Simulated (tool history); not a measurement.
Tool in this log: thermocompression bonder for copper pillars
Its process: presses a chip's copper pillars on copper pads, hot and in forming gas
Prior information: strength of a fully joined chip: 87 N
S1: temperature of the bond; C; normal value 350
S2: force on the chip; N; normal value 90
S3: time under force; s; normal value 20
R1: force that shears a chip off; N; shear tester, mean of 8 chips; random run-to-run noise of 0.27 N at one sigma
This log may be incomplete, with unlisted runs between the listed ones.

run,hour,S1,S2,S3,R1
1,0,350,90,20,52.7
2,10.6,350,104,20,56.8
3,18.2,350,90,20,53.3
4,24.6,350,90,20,53.4
5,34.8,350,90,20,53.8
6,45,350,90,20,53.2
7,55.4,350,90,20,53.2
8,66.6,350,90,20,53.5
9,77.1,350,90,14,47.6
10,82.7,350,90,41,65.5
11,94.4,350,90,12,45.2
12,100.7,350,90,12,45.6
13,111,350,90,12,46.4
14,118,334,64,20,39.7
15,128,354,59,37,53.5
# hour 131: gauge calibrated
16,135.2,373,59,18,46.2
17,147.4,373,59,18,45.9
18,158.7,373,106,18,62.6
19,168.9,349,54,28,43.7

Here are 3 independent what-if runs from the current tool condition. What would each one return?
A,175.7,338,54,25,?
B,175.7,350,103,16,?
C,175.7,349,115,12,?

run,R1
A,38.9
B,53.5
C,51.4
What these runs would have given with no unlogged condition in the tool:
run,R1
A,38.6
B,53
C,51
